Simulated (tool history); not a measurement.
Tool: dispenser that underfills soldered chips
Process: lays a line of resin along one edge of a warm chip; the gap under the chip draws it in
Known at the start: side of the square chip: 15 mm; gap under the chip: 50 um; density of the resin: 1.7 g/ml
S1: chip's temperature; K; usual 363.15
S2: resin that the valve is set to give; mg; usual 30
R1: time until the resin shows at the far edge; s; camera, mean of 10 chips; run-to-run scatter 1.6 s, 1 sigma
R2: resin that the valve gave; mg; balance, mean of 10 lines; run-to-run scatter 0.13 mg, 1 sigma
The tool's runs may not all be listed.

run 1 hour=0 | S1=363.15 S2=30 | R1=241.2 R2=29.96
-- hour=2.7 new syringe of resin
run 2 hour=4.2 | S1=363.15 S2=30 | R1=163.1 R2=29.88
run 3 hour=9.4 | S1=363.15 S2=30 | R1=210.4 R2=29.69
-- hour=14.9 new syringe of resin
run 4 hour=14.9 | S1=363.15 S2=30 | R1=158.5 R2=29.64
run 5 hour=17.8 | S1=363.15 S2=30 | R1=179.3 R2=29.73
run 6 hour=21.9 | S1=363.15 S2=30 | R1=218.8 R2=29.59
run 7 hour=24.7 | S1=363.15 S2=30 | R1=244.4 R2=29.42
-- hour=27.3 new syringe of resin
run 8 hour=30.5 | S1=363.15 S2=36.3 | R1=177.5 R2=35.67
run 9 hour=35.6 | S1=363.15 S2=36.3 | R1=220.7 R2=35.55
-- hour=39.8 new syringe of resin
run 10 hour=40.4 | S1=363.15 S2=30 | R1=159.8 R2=29.26
run 11 hour=45.8 | S1=363.15 S2=30 | R1=207.1 R2=29.39
-- hour=51.8 new syringe of resin
run 12 hour=51.8 | S1=350.15 S2=30 | R1=247.6 R2=29.22
run 13 hour=54.8 | S1=350.15 S2=30 | R1=287.3 R2=29.16
-- hour=60.4 dispensing valve cleaned and set on the balance
run 14 hour=61.5 | S1=350.15 S2=30 | R1=366.1 R2=29.91
run 15 hour=64.3 | S1=350.15 S2=30 | R1=404.2 R2=30.03
-- hour=65.1 new syringe of resin
run 16 hour=68.5 | S1=350.15 S2=30 | R1=287.6 R2=29.9
run 17 hour=73.7 | S1=350.15 S2=30 | R1=363.5 R2=29.67
-- hour=77.1 new syringe of resin
run 18 hour=77.6 | S1=350.15 S2=30 | R1=249.2 R2=29.66
run 19 hour=81.7 | S1=355.15 S2=30 | R1=244.2 R2=29.74
run 20 hour=85.6 | S1=354.15 S2=29.7 | R1=306.7 R2=29.18
-- hour=89.1 new syringe of resin
run 21 hour=89.4 | S1=374.15 S2=26.5 | R1=111.1 R2=26.28
run 22 hour=94.4 | S1=373.15 S2=27.7 | R1=145.1 R2=27.35
run 23 hour=98.7 | S1=357.15 S2=31.8 | R1=288.3 R2=31.43
-- hour=101.4 new syringe of resin
run 24 hour=103.7 | S1=357.15 S2=31.8 | R1=203.2 R2=31.37
run 25 hour=107.4 | S1=351.15 S2=31.3 | R1=294.5 R2=30.91
run 26 hour=111.1 | S1=351.15 S2=31.3 | R1=350 R2=30.55
-- hour=113.9 new syringe of resin
run 27 hour=114.8 | S1=352.15 S2=37.8 | R1=236.1 R2=37.09
run 28 hour=119.7 | S1=372.15 S2=32.7 | R1=149.8 R2=32.03
-- hour=125.9 new syringe of resin
run 29 hour=125.9 | S1=360.15 S2=38 | R1=163.5 R2=37.09
run 30 hour=131.8 | S1=360.15 S2=38 | R1=216.3 R2=36.94
run 31 hour=134.7 | S1=360.15 S2=29.4 | R1=248.6 R2=28.46
-- hour=136.6 dispensing valve cleaned and set on the balance
-- hour=139.2 new syringe of resin
run 32 hour=140.1 | S1=360.15 S2=31.1 | R1=179.5 R2=31.23
run 33 hour=142.9 | S1=360.15 S2=26.7 | R1=208.8 R2=26.68
run 34 hour=148.4 | S1=360.15 S2=26.7 | R1=271.7 R2=26.63
-- hour=151.3 new syringe of resin
run 35 hour=152.5 | S1=360.15 S2=26.7 | R1=187.4 R2=26.68

Below, some changes in R1 between adjacent runs. For each, the amount present without the hidden state too (settings, incoming material, random variation) and the amount remaining for the hidden state with gauge scatter not shared by both compared results:
Hidden state at play: resin's viscosity, % of fresh resin's; dose that the valve gives, % of what is set; true chip temperature over the reading, C; drift of the gauge itself on fill_s, %; drift of the gauge itself on given_mg, %.
Run 15 -> 16: new syringe of resin. R1 -116.6 s: hidden state -123.4, all else +6.8.
Run 17 -> 18: new syringe of resin. R1 -114.3 s: hidden state -113.8, all else -0.5.
Run 20 -> 21: S1 354.15 -> 374.15, S2 29.7 -> 26.5, new syringe of resin. R1 -195.6 s: hidden state -89.5, all else -106.1.
Run 22 -> 23: S1 373.15 -> 357.15, S2 27.7 -> 31.8. R1 +143.2 s: hidden state +67.4, all else +75.8.
Run 26 -> 27: S1 351.15 -> 352.15, S2 31.3 -> 37.8, new syringe of resin. R1 -113.9 s: hidden state -106, all else -7.9.
